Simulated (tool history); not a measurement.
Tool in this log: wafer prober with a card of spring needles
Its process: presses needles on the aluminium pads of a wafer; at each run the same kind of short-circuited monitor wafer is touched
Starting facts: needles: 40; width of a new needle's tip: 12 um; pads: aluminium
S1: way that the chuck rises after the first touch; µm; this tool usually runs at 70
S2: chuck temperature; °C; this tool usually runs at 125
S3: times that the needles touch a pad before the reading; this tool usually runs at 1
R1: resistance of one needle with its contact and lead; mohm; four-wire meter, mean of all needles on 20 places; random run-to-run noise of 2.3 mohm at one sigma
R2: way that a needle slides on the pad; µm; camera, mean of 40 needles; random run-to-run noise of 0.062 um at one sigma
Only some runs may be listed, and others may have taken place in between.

Run 1, day 0: usual settings. Result: R1 276 mohm, R2 11.55 µm.
Run 2, day 0.383: usual settings. Result: R1 288 mohm, R2 11.68 µm.
At day 0.517: tips cleaned on abrasive film.
Run 3, day 0.875: usual settings. Result: R1 270 mohm, R2 11.64 µm.
Run 4, day 1.421: usual settings but S2 50 °C. Result: R1 271 mohm, R2 11.61 µm.
At day 1.454: tips cleaned on abrasive film.
Run 5, day 1.779: usual settings but S2 50 °C. Result: R1 256 mohm, R2 11.62 µm.
Run 6, day 2.042: usual settings but S2 27 °C. Result: R1 262 mohm, R2 11.46 µm.
At day 2.396: tips cleaned on abrasive film.
Run 7, day 2.483: usual settings but S2 67 °C. Result: R1 247 mohm, R2 11.49 µm.
Run 8, day 2.879: usual settings but S2 67 °C. Result: R1 263 mohm, R2 11.54 µm.
Run 9, day 3.271: usual settings but S2 67 °C, S3 2. Result: R1 262 mohm, R2 11.46 µm.
At day 3.354: tips cleaned on abrasive film.
Run 10, day 3.596: usual settings but S2 67 °C, S3 2. Result: R1 248 mohm, R2 11.52 µm.
Run 11, day 3.975: usual settings. Result: R1 280 mohm, R2 11.46 µm.
Run 12, day 4.246: usual settings. Result: R1 293 mohm, R2 11.49 µm.
At day 4.3: tips cleaned on abrasive film.
Run 13, day 4.725: usual settings but S1 62 µm. Result: R1 283 mohm, R2 10.2 µm.
Run 14, day 5.1: usual settings but S1 62 µm. Result: R1 296 mohm, R2 10.09 µm.
At day 5.246: tips cleaned on abrasive film.
Run 15, day 5.458: usual settings but S1 53 µm. Result: R1 278 mohm, R2 8.62 µm.
Run 16, day 5.888: usual settings but S1 53 µm. Result: R1 302 mohm, R2 8.63 µm.
At day 6.217: tips cleaned on abrasive film.
Run 17, day 6.421: usual settings but S1 53 µm. Result: R1 283 mohm, R2 8.72 µm.
Run 18, day 6.9: usual settings but S1 65 µm, S3 2. Result: R1 275 mohm, R2 10.55 µm.
At day 7.15: tips cleaned on abrasive film.
Run 19, day 7.15: usual settings but S1 55 µm, S2 99 °C. Result: R1 256 mohm, R2 8.82 µm.
Run 20, day 7.617: usual settings but S1 64 µm, S2 62 °C. Result: R1 272 mohm, R2 10.44 µm.
Run 21, day 7.85: usual settings but S1 55 µm. Result: R1 302 mohm, R2 8.96 µm.
At day 8.117: tips cleaned on abrasive film.
Run 22, day 8.354: usual settings but S1 55 µm. Result: R1 279 mohm, R2 8.85 µm.
Run 23, day 8.704: usual settings but S1 55 µm. Result: R1 302 mohm, R2 8.95 µm.
At day 9.058: tips cleaned on abrasive film.
Run 24, day 9.192: usual settings but S1 52 µm. Result: R1 267 mohm, R2 8.49 µm.
Run 25, day 9.462: usual settings but S1 52 µm. Result: R1 293 mohm, R2 8.34 µm.
Run 26, day 9.979: usual settings but S1 87 µm. Result: R1 285 mohm, R2 14.29 µm.
At day 10.021: tips cleaned on abrasive film.
Run 27, day 10.217: usual settings but S1 87 µm. Result: R1 264 mohm, R2 14.22 µm.
Run 28, day 10.7: usual settings but S1 83 µm. Result: R1 278 mohm, R2 13.48 µm.
At day 10.971: tips cleaned on abrasive film.
Run 29, day 10.971: usual settings but S3 2. Result: R1 254 mohm, R2 11.25 µm.
Run 30, day 11.533: usual settings but S2 94 °C, S3 3. Result: R1 258 mohm, R2 11.37 µm.
At day 11.925: tips cleaned on abrasive film.
Run 31, day 12.075: usual settings but S2 94 °C, S3 3. Result: R1 250 mohm, R2 11.31 µm.
Run 32, day 12.392: usual settings but S1 55 µm. Result: R1 300 mohm, R2 8.7 µm.
At day 12.867: tips cleaned on abrasive film.
Run 33, day 12.946: usual settings but S1 68 µm, S2 106 °C. Result: R1 260 mohm, R2 10.95 µm.

Each row is a separate what-if for the run after 33, all from the same tool condition, not one after another. Results?
Run A, day 13.408: usual settings but S1 53 µm, S2 32 °C, S3 2. Result: R1 ?, R2 ?.
Run B, day 13.408: usual settings but S2 53 °C. Result: R1 ?, R2 ?.
Run C, day 13.408: usual settings but S1 68 µm, S2 69 °C, S3 2. Result: R1 ?, R2 ?.
Run D, day 13.408: usual settings but S1 54 µm, S2 50 °C, S3 2. Result: R1 ?, R2 ?.

run   R1     R2
  A  266   8.42
  B  262  11.28
  C  258  10.99
  D  269   8.63
Without the tool's hidden state the same runs would have given:
run   R1     R2
  A  234   8.86
  B  231  11.72
  C  238  11.43
  D  238   9.08
